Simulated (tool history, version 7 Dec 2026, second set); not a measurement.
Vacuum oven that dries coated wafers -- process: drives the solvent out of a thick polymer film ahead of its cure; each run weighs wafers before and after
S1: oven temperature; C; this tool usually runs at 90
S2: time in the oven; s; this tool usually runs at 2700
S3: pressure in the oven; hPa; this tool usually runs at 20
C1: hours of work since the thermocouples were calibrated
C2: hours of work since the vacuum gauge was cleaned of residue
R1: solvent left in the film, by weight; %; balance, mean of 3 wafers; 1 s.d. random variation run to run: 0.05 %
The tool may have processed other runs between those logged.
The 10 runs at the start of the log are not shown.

run,hour,S1,S2,S3,C1,C2,R1
11,479.6,90,2700,20,202,1526,1.68
12,537.8,90,2700,20,248,1572,1.64
13,597.9,90,3180,20,296,1620,1.35
14,637.3,90,3180,20,327,1651,1.31
# hour 668.4: vacuum gauge cleaned of residue and calibrated
15,686.4,90,3180,20,365,14,1.37
16,741,90,3180,20,408,58,1.36
17,792.7,90,3180,20,449,99,1.29
18,849.4,90,3180,20,494,144,1.38
19,878.3,90,4260,20,517,166,1.09
20,923.3,90,4260,20,553,202,1.11
21,969,90,4260,20,589,238,1.03
22,1021.2,76,4260,20,630,280,2.94
23,1061.2,90,2700,20,662,311,1.61
24,1111.1,90,2160,20,702,351,2.14
25,1161.9,91,2220,26,742,391,2.23
26,1227.6,81,2700,20,794,443,3.2
27,1260,99,2940,16.8,820,469,0.65
28,1292.9,79,2160,33.7,846,495,5.16
29,1343.8,93,1560,18.5,886,536,2.55
30,1374.5,86,3660,39.7,910,560,2.63
31,1436.5,86,3660,39.7,960,609,2.7
32,1477.3,86,3660,39.7,992,641,2.62
33,1526.5,77,2280,14.8,1031,680,4.26
34,1555,77,2880,10.5,1054,703,3.26

Run 35 is up next; what results do you expect?
35,1613.4,77,2880,10.5,1100,749,?

Run 35 yielded R1 3.42 %.
Were there no unlogged condition in the tool, this run, its random variation unchanged, would have produced R1 3.39 %.
